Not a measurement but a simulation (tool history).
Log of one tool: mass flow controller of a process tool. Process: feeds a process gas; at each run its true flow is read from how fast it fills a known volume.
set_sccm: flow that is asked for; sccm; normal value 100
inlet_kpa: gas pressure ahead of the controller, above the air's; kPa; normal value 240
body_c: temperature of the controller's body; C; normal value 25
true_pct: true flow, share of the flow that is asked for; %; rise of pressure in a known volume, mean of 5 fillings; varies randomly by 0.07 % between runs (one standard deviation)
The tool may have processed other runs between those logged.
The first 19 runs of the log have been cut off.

run,day,set_sccm,inlet_kpa,body_c,true_pct
20,46.854,100,240,25,98.6
21,49.604,100,240,25,98.39
22,51.962,100,240,25,98.52
23,53.671,100,240,35,99.51
24,55.246,100,203,38,99.59
25,58.262,167,240,38,100.48
26,60.088,167,240,38,100.55
27,62.867,167,240,24,99.03
28,65.838,58,271,24,97.73
29,69.642,58,234,24,97.62
30,73.167,100,278,33,99.3
31,76.746,38,240,29,97.54
32,78.879,38,240,29,97.52
33,81.675,38,235,25,97.08
34,83.908,24,262,25,96.51
35,87.483,24,142,29,96.39
36,89.354,59,150,32,97.82
37,92.9,59,150,32,97.87
38,94.854,21,266,25,96.16
39,96.833,176,240,25,98.95

Branching from run 39: 3 alternative next runs. What would each branch give?
A,99.458,59,240,25,?
B,99.458,33,275,32,?
C,99.458,23,240,21,?

run,true_pct
A,97.36
B,97.6
C,95.69
Had the tool no hidden state, the same runs would have come out as:
run,true_pct
A,98.75
B,99.46
C,98.02
